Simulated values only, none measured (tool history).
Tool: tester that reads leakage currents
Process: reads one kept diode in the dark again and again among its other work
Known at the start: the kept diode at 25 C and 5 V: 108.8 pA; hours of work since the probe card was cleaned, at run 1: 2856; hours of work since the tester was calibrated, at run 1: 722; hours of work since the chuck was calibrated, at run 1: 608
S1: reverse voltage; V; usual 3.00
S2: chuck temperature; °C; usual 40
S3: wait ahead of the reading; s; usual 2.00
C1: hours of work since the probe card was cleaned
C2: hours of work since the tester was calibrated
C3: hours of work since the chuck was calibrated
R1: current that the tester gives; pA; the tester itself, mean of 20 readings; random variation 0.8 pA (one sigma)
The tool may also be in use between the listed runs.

run	hour	S1	S2	S3	C1	C2	C3	R1
1	0.0	3.00	40	2.00	2856	722	608	235.11
2	27.5	3.00	40	2.00	2878	743	630	234.47
3	61.0	3.00	40	2.00	2904	769	656	233.52
4	77.7	3.00	40	2.00	2917	782	669	233.27
5	95.9	3.00	40	2.00	2931	797	683	232.20
6	121.2	3.00	40	2.00	2951	816	702	232.30
# hour 137.1: chuck's temperature calibrated
7	147.0	6.30	40	2.00	2969	835	8	364.28
8	160.7	3.00	36	2.00	2980	845	18	198.01
9	186.5	3.00	40	2.00	3000	865	38	263.11
10	213.4	3.00	40	2.00	3021	886	59	260.53
11	239.7	3.00	40	2.00	3041	907	80	260.80
12	263.2	3.00	40	2.00	3059	925	98	257.79
13	282.0	3.00	40	2.00	3074	940	113	257.14
14	310.4	3.00	40	2.00	3096	962	135	255.99
15	334.0	3.00	40	2.00	3114	980	153	254.71
16	358.4	3.00	40	2.00	3133	999	172	253.84
17	376.1	3.00	40	2.00	3147	1013	186	252.77
18	397.1	3.00	40	2.00	3164	1029	202	252.92
19	422.5	3.00	40	2.00	3183	1049	222	251.40
20	455.1	3.00	40	0.69	3209	1074	247	251.60
21	474.0	3.00	40	0.50	3223	1089	262	250.22
22	500.4	4.69	50	0.50	3244	1110	283	601.64
23	531.7	4.69	50	0.50	3268	1134	307	598.31
24	555.7	3.00	25	2.00	3287	1153	326	80.86
25	571.8	3.00	25	2.00	3299	1165	338	80.74
26	601.7	7.15	29	2.00	3323	1188	361	161.22
27	617.9	7.15	29	2.00	3335	1201	374	160.47
28	631.6	3.00	27	2.07	3346	1212	385	93.17
29	664.5	3.00	27	2.07	3372	1237	410	92.83
30	683.5	18.29	27	8.77	3386	1252	425	207.94
31	698.5	18.29	27	8.77	3398	1264	437	208.03
32	712.6	14.72	52	5.20	3409	1275	448	1083.80
33	736.8	3.72	35	8.06	3428	1293	466	180.97
34	758.0	3.72	35	8.06	3444	1310	483	181.26
35	782.4	3.72	35	8.06	3463	1329	502	179.95
36	811.9	3.72	35	8.91	3486	1352	525	178.51
37	832.0	5.39	35	8.21	3502	1368	541	210.21
38	857.3	5.39	35	8.21	3522	1387	560	209.40
39	871.9	5.39	35	8.21	3533	1399	572	207.86
40	905.2	4.26	35	8.21	3559	1424	597	187.11
41	938.2	4.26	35	8.21	3584	1450	623	185.94

Forecast each of these 3 alternatives for the next run:
A	958.5	4.26	29	8.21	3600	1466	639	?
B	958.5	4.26	22	8.21	3600	1466	639	?
C	958.5	3.54	40	0.76	3600	1466	639	?

run	R1
A	118.42
B	69.45
C	246.53
Without the tool's hidden state the same runs would have given:
run	R1
A	138.39
B	80.48
C	288.41

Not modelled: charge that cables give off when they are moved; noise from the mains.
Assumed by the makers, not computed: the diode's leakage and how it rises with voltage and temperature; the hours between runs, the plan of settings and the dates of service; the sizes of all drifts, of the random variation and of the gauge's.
